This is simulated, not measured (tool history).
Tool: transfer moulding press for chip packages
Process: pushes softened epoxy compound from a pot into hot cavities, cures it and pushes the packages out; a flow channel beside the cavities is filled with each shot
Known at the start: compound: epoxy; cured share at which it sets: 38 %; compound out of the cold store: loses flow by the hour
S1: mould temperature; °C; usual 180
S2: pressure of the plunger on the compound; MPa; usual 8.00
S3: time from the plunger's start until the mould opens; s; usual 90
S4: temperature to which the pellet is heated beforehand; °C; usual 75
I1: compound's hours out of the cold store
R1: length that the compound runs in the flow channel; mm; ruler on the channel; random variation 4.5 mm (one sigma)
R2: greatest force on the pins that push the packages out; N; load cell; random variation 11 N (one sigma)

{"run": 1, "hour": 0.0, "S1": 180, "S2": 8.0, "S3": 90, "S4": 75, "I1": 29.1, "R1": 786, "R2": 508}
{"run": 2, "hour": 16.0, "S1": 180, "S2": 8.0, "S3": 90, "S4": 75, "I1": 34.8, "R1": 780, "R2": 512}
{"hour": 31.1, "done": "cavities cleaned with cleaning compound and waxed"}
{"run": 3, "hour": 50.0, "S1": 180, "S2": 8.0, "S3": 90, "S4": 75, "I1": 17.2, "R1": 812, "R2": 519}
{"hour": 69.9, "done": "plunger's sealing rings changed"}
{"hour": 77.5, "done": "cavities cleaned with cleaning compound and waxed"}
{"run": 4, "hour": 89.4, "S1": 180, "S2": 8.0, "S3": 90, "S4": 75, "I1": 41.4, "R1": 768, "R2": 517}
{"run": 5, "hour": 110.8, "S1": 179, "S2": 8.0, "S3": 90, "S4": 75, "I1": 23.8, "R1": 798, "R2": 532}
{"hour": 121.0, "done": "cavities cleaned with cleaning compound and waxed"}
{"run": 6, "hour": 145.3, "S1": 179, "S2": 8.0, "S3": 90, "S4": 75, "I1": 11.0, "R1": 834, "R2": 575}
{"hour": 163.5, "done": "cavities cleaned with cleaning compound and waxed"}
{"run": 7, "hour": 163.8, "S1": 180, "S2": 8.93, "S3": 90, "S4": 75, "I1": 20.2, "R1": 866, "R2": 525}
{"run": 8, "hour": 192.3, "S1": 174, "S2": 8.0, "S3": 90, "S4": 75, "I1": 24.7, "R1": 832, "R2": 705}
{"hour": 205.4, "done": "cavities cleaned with cleaning compound and waxed"}
{"run": 9, "hour": 230.4, "S1": 180, "S2": 8.0, "S3": 90, "S4": 75, "I1": 21.6, "R1": 813, "R2": 530}
{"hour": 247.7, "done": "cavities cleaned with cleaning compound and waxed"}
{"run": 10, "hour": 247.7, "S1": 180, "S2": 8.0, "S3": 90, "S4": 75, "I1": 39.2, "R1": 773, "R2": 514}
{"run": 11, "hour": 285.7, "S1": 180, "S2": 8.0, "S3": 90, "S4": 75, "I1": 35.4, "R1": 778, "R2": 503}
{"hour": 291.3, "done": "cavities cleaned with cleaning compound and waxed"}
{"run": 12, "hour": 312.8, "S1": 180, "S2": 8.0, "S3": 90, "S4": 75, "I1": 16.3, "R1": 821, "R2": 504}
{"hour": 333.5, "done": "cavities cleaned with cleaning compound and waxed"}
{"run": 13, "hour": 344.7, "S1": 180, "S2": 8.0, "S3": 90, "S4": 75, "I1": 21.5, "R1": 809, "R2": 511}
{"run": 14, "hour": 366.2, "S1": 180, "S2": 8.0, "S3": 94, "S4": 75, "I1": 40.2, "R1": 771, "R2": 500}
{"hour": 377.2, "done": "cavities cleaned with cleaning compound and waxed"}
{"run": 15, "hour": 403.0, "S1": 180, "S2": 8.27, "S3": 86, "S4": 75, "I1": 22.1, "R1": 824, "R2": 545}
{"hour": 420.1, "done": "cavities cleaned with cleaning compound and waxed"}
{"hour": 425.4, "done": "plunger's sealing rings changed"}
{"run": 16, "hour": 440.0, "S1": 187, "S2": 6.59, "S3": 83, "S4": 77, "I1": 47.0, "R1": 671, "R2": 456}

Run 17 comes next. What will it give?
{"run": 17, "hour": 461.3, "S1": 187, "S2": 6.59, "S3": 83, "S4": 77, "I1": 10.6, "R1": "?", "R2": "?"}

Run 17 gave R1 744 mm, R2 484 N.
Without the tool's hidden state the same run would have given R1 744 mm, R2 478 N.
